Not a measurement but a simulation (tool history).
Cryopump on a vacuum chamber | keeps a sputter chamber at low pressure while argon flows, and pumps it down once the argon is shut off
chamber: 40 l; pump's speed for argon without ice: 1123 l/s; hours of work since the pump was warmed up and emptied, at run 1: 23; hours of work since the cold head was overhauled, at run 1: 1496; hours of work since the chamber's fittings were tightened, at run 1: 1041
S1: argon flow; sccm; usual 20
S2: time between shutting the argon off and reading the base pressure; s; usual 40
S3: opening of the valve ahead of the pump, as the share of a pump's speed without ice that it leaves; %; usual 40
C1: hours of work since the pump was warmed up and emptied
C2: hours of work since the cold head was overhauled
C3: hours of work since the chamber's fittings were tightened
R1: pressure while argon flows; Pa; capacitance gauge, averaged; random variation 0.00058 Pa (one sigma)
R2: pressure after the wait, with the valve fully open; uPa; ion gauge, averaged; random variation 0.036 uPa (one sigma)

run    hour  S1   S2  S3   C1    C2    C3      R1    R2
  1       0  20   40  40   23  1496  1041  0.0765  2.97
  2    50.2  16   40  40   52  1525  1071   0.061  3.05
  3     122  16   40  40   95  1568  1113  0.0617  3.21
  4   201.5  16   40  40  142  1615  1160  0.0616  3.27
  5     301  20   40  40  200  1674  1219  0.0782  3.22
  6     369  20   40  40  241  1714  1259  0.0787  3.31
  7   427.9  20   40  40  275  1749  1294  0.0783  3.29
  8   492.1  20   40  18  313  1786  1332  0.1691  3.46
  9   570.3  20   40  25  360  1833  1378  0.1228  3.48
 10   664.2  20   40  25  415  1888  1434  0.1237  3.55
 11   758.6  20   40  25  471  1944  1490  0.1238  3.62
 12   849.3  20   40  53  524  1997  1543  0.0612  3.75
 13   897.2  25  191  26  553  2026  1571    0.15  2.38
 14   943.8  10   40  40  580  2053  1599  0.0397  3.84
 15  1018.6  10   40  40  624  2097  1643  0.0406  3.74
     1091.3  -- pump warmed up, emptied and cooled again
 16  1112.5  20   40  42   13  2150  1696  0.0742  3.62
     1194.1  -- leaking fittings of the chamber tightened, without venting
 17  1206.2  18  129  18   67  2204     7  0.1522  0.84
 18  1267.2  37  129  18  103  2240    43  0.3141  0.87
 19  1313.8  37  129  18  130  2268    71  0.3135  0.91

Forecast each of these 3 alternatives for the next run:
  A  1366.6  16  40  40  161  2299  102   ?   ?
  B  1366.6  20  57  52  161  2299  102   ?   ?
  C  1366.6  20  80  38  161  2299  102   ?   ?

run      R1    R2
  A  0.0628   2.1
  B  0.0591  1.57
  C  0.0804  1.25
Without the tool's hidden state the same runs would have given:
run      R1    R2
  A  0.0611  1.97
  B   0.057  1.44
  C  0.0783  1.11
